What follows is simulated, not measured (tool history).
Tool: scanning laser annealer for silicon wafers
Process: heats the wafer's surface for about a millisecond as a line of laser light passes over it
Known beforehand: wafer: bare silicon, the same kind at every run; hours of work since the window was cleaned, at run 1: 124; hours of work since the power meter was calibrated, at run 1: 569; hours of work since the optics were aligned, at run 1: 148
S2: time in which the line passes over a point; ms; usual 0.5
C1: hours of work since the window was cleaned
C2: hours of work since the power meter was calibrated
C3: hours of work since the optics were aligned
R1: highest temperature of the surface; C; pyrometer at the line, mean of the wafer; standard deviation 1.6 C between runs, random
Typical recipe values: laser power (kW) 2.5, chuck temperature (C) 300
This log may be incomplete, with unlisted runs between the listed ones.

Run 1, hour 0: usual settings; C1 124; C2 569; C3 148. Result: R1 1018 C.
Run 2, hour 29.6: usual settings but S2 0.597 ms; C1 137; C2 582; C3 162. Result: R1 1074 C.
Run 3, hour 82.4: usual settings but S2 0.597 ms; C1 161; C2 606; C3 185. Result: R1 1074 C.
Run 4, hour 140.6: usual settings but S2 0.597 ms; C1 187; C2 632; C3 211. Result: R1 1074 C.
Run 5, hour 174.8: usual settings but S2 0.597 ms; C1 202; C2 647; C3 226. Result: R1 1075 C.
Run 6, hour 209.9: usual settings; C1 217; C2 662; C3 242. Result: R1 1017 C.
Run 7, hour 256.5: usual settings; C1 238; C2 683; C3 263. Result: R1 1013 C.
Run 8, hour 296.7: usual settings; C1 256; C2 701; C3 280. Result: R1 1014 C.
Run 9, hour 357.8: usual settings; C1 283; C2 728; C3 308. Result: R1 1015 C.
Run 10, hour 415.8: usual settings; C1 309; C2 754; C3 333. Result: R1 1010 C.
Run 11, hour 456.3: usual settings; C1 327; C2 772; C3 351. Result: R1 1012 C.
At hour 464.1: laser's power meter calibrated.
Run 12, hour 496.1: usual settings but S2 0.506 ms, chuck temperature (C) 314; C1 343; C2 14; C3 368. Result: R1 1027 C.

Predict the results of run 13:
Run 13, hour 554.1: usual settings but laser power (kW) 2.162, S2 0.506 ms, chuck temperature (C) 308; C1 369; C2 40; C3 394. Result: R1 ?.

{"run 13": {"R1": 928}}
The same run, on a tool lacking any hidden state, would have yielded R1 946 C.
